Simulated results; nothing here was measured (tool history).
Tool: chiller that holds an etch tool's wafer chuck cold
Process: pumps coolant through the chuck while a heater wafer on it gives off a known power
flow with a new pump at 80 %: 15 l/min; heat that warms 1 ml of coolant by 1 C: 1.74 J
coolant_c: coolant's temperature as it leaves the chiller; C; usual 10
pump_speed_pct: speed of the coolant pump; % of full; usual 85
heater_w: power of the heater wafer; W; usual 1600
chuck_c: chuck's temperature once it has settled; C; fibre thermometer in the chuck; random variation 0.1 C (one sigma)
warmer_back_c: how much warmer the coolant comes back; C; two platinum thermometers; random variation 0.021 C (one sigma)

run,hour,coolant_c,pump_speed_pct,heater_w,chuck_c,warmer_back_c
1,0,10,85,1600,22.1,3.52
2,60.7,10,85,1600,22.2,3.52
# hour 67.7: chiller's thermometer calibrated
3,97.5,10,85,1600,22.6,3.52
# hour 111.9: coolant changed, channels flushed
4,147.6,10,85,1600,20.9,3.52
5,197.8,10,85,1600,20.9,3.53
6,254.2,10,70,1600,22.5,4.25
7,313.8,10,86,1600,21,3.49
8,357.3,10,86,1600,20.8,3.53
9,419.2,10,86,1600,20.9,3.5
10,473.7,10,86,1600,20.9,3.54
11,532,10,86,1600,21,3.5
12,568.1,10,85,1044,17.1,2.3
# hour 577.5: coolant pump overhauled
13,611.2,10,85,1044,17.1,2.33
14,642.9,1,94,1044,7.9,2.09
15,702.7,5,94,1044,12,2.08
16,757.7,1,85,1038,8,2.29
17,804.8,1,77,995,8.2,2.45
18,841.5,4,71,1890,18.5,5.02
# hour 862.2: coolant pump overhauled, once more
19,875.9,4,100,1890,15.7,3.47
20,916.6,15,64,1318,25.9,3.79
21,980.7,15,64,1485,27,4.23
22,1013.4,10,85,811,15.5,1.78
23,1065.3,14,86,1866,26.7,3.97
24,1125,5,93,1186,12.6,2.32

Forecast each of these 5 alternatives for the next run:
A,1188.5,14,63,1186,?,?
B,1188.5,5,93,1340,?,?
C,1188.5,18,74,2251,?,?
D,1188.5,10,85,1600,?,?
E,1188.5,5,72,1186,?,?

run,chuck_c,warmer_back_c
A,23.8,3.45
B,13.9,2.66
C,34.8,5.66
D,21,3.47
E,14.1,3.02
Without the tool's hidden state the same runs would have given:
run,chuck_c,warmer_back_c
A,23.6,3.43
B,13.7,2.64
C,34.3,5.63
D,20.7,3.46
E,13.9,3
